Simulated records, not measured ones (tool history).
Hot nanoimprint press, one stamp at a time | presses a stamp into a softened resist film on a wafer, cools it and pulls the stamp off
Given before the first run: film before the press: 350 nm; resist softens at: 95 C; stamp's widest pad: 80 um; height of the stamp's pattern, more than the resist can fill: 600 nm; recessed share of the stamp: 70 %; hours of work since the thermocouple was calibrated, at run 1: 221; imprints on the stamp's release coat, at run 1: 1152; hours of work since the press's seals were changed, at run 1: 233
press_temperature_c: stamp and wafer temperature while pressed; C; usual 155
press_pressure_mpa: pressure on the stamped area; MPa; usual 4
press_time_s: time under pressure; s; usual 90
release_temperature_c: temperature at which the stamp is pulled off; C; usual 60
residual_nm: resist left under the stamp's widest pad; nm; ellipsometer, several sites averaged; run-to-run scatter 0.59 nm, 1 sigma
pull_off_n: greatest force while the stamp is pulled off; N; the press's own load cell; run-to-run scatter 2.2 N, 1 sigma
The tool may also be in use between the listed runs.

run   hour  press_temperature_c  press_pressure_mpa  press_time_s  release_temperature_c  hours of work since the thermocouple was calibrated  imprints on the stamp's release coat  hours of work since the press's seals were changed  residual_nm  pull_off_n
  1      0                  155                   4            90                     60                                                  221                                  1152                                                 233        177.4         160
  2    7.3                  155                   4           128                     60                                                  224                                  1175                                                 236          155         162
  3     25                  155                3.67            90                     60                                                  231                                  1232                                                 244        183.2         166
  4     37                  155                   4            90                     60                                                  237                                  1270                                                 249        177.3         169
  5   44.4                  155                   4            90                     60                                                  240                                  1294                                                 253        177.5         170
  6   55.3                  155                   4            90                     60                                                  245                                  1329                                                 257          179         168
  7   67.4                  155                   4            90                     60                                                  250                                  1367                                                 263        176.4         174
  8   83.2                  155                   4            90                     49                                                  257                                  1418                                                 270        177.1         228
  9   93.8                  155                   4            90                     49                                                  262                                  1452                                                 274        177.7         216
 10  101.5                  155                   4            90                     49                                                  265                                  1477                                                 278          178         229
 11  110.6                  155                   4            90                     49                                                  269                                  1506                                                 282        177.9         223
 12  122.8                  155                   4            90                     48                                                  274                                  1545                                                 287        176.7         236
 13  134.8                  165                   4            90                     60                                                  280                                  1584                                                 292        103.6         184
 14  145.7                  165                   4            90                     57                                                  284                                  1618                                                 297        103.1         203
 15  153.2                  165                   4            90                     57                                                  288                                  1642                                                 300        103.5         204
 16  169.4                  155                2.83            90                     60                                                  295                                  1694                                                 307        204.1         190
 17  184.9                  158                3.56           132                     46                                                  302                                  1744                                                 314        137.6         251
 18  196.2                  155                   4            90                     47                                                  307                                  1780                                                 319        179.1         258
 19  212.9                  152                   4           134                     47                                                  314                                  1833                                                 326        182.9         257
 20  225.1                  152                   4           134                     47                                                  319                                  1873                                                 332        183.5         273
 21  241.7                  152                3.05           134                     55                                                  327                                  1926                                                 339          203         242
 22  259.4                  154                4.66            90                     50                                                  334                                  1982                                                 347        178.5         265
     266.7  -- stamp cleaned and given a new release coat
 23  280.9                  146                   4            90                     60                                                  341                                    46                                                 354          270         102
 24  295.3                  146                   4            90                     60                                                  348                                    92                                                 360        270.1         101
 25  310.3                  155                5.46            58                     57                                                  354                                   140                                                 367        187.3         116
 26  324.8                  155                5.46            58                     62                                                  361                                   187                                                 373          186         106
 27  335.7                  146                5.77            90                     60                                                  365                                   222                                                 378        247.1         109
 28  349.5                  151                   4            90                     60                                                  371                                   266                                                 384        220.8         110
     363.9  -- plate thermocouple calibrated
 29  368.8                  151                   4            90                     60                                                    2                                   318                                                 391        211.7         114

Branching from run 29: 4 alternative next runs. What would each branch give?
  A  380.9                  155                   4            94                     60                                                    7                                   357                                                 396            ?           ?
  B  380.9                  148                   4            90                     60                                                    7                                   357                                                 396            ?           ?
  C  380.9                  151                4.57            50                     52                                                    7                                   357                                                 396            ?           ?
  D  380.9                  151                   4            90                     61                                                    7                                   357                                                 396            ?           ?

run  residual_nm  pull_off_n
  A        169.4         119
  B        243.3         116
  C        239.6         140
  D          212         110
Without the tool's unlogged condition, the same runs would have read:
run  residual_nm  pull_off_n
  A          165         100
  B        238.7          98
  C        234.7         119
  D        207.3          93

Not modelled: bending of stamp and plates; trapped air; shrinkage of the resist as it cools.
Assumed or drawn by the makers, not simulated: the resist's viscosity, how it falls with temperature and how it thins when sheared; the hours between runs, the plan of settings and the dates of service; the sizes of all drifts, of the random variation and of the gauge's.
